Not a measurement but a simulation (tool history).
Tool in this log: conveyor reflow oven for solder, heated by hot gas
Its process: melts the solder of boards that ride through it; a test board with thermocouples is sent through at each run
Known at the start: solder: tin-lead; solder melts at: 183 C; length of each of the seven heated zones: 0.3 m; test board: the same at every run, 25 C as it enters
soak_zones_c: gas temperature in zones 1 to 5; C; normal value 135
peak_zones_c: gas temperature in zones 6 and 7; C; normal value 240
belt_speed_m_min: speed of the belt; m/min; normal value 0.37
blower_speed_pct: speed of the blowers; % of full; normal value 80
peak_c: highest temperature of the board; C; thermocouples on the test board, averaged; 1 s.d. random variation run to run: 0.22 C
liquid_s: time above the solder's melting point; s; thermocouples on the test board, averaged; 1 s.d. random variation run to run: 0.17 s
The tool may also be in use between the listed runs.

run   hour  soak_zones_c  peak_zones_c  belt_speed_m_min  blower_speed_pct  peak_c  liquid_s
  1      0           135           240              0.37                80   224.2      78.7
  2   13.6           135           240              0.37                80   224.2      78.2
  3   22.3           135           240              0.37                80   224.4      78.3
  4   33.8           135           240              0.37                80   224.4      78.5
  5   41.7           135           240              0.37                80   224.6      78.6
  6   53.5           135           240              0.37                80   224.4      78.1
  7   63.7           135           240              0.37                80   224.4      78.2
  8   70.6           135           240              0.37                80   224.1      78.2
  9   76.7           135           245              0.37                56   222.3      75.4
 10   82.5           135           245              0.37                56   222.1      75.3
 11   91.8           136           250             0.345                61   231.1      89.7
 12    100           135           238              0.37                88   223.9      78.5
 13  106.9           135           238              0.37                88   223.8      78.5
 14  115.9           135           238              0.37                88   223.7        78
 15    129           135           238              0.37                88     224      78.8
 16  136.2           135           238              0.37                88   223.8      78.6

Branching from run 16: 3 alternative next runs. What would each branch give?
  A   143           149           239             0.429                88       ?         ?
  B   143           135           246             0.327                88       ?         ?
  C   143           135           240              0.37                66       ?         ?

run  peak_c  liquid_s
  A   222.3      71.6
  B   234.7      97.7
  C   220.6      74.6
Take away the tool's hidden state, keep each run's random variation, and the runs would have read:
run  peak_c  liquid_s
  A   222.3      71.6
  B   234.7      97.7
  C   220.6      74.7
